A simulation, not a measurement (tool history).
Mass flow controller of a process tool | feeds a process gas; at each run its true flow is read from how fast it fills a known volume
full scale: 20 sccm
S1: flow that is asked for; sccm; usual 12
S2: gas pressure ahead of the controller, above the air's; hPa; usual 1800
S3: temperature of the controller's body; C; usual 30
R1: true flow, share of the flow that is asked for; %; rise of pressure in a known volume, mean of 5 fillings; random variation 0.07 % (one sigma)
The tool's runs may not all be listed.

run      day  S1    S2  S3     R1
  1    0.000  12  1800  30  97.88
  2   20.354  12  1800  30  97.60
  3   35.692  12  1800  30  97.52
  4   51.596   7  1800  30  96.18
  5   62.054  12  1800  32  97.20
  6   77.933  12  1800  32  97.00
  7   92.262  12  1800  32  96.88
  8  112.071  12  1800  32  96.72
  9  120.912  12  1800  32  96.68
 10  134.012  12  1800  32  96.51
 11  148.804  12  1800  30  96.62
 12  163.725  12  1510  30  96.25
 13  176.346  12  1800  30  96.20
 14  191.158  12  1800  30  96.12
 15  200.104  12  2010  30  96.18
     207.862  -- controller's zero set anew
 16  218.871  19  2630  32  97.02
 17  228.583   9  1650  25  94.17
 18  244.033   6  1400  38  90.46
 19  259.717   6  1400  38  90.24
 20  276.079   6  1400  38  90.14
 21  287.104   5  1410  23  89.76
 22  307.967  12  1850  30  94.30
 23  322.546  12  1850  30  94.22
     325.867  -- controller's zero set anew, once more
 24  341.875  12  1800  39  96.58

The next listed run, before its measurement:
 25  355.171   6  1800  39   ?

{"run 25": {"R1": 95.86}}
Without the tool's hidden state the same run would have given R1 97.61 %.
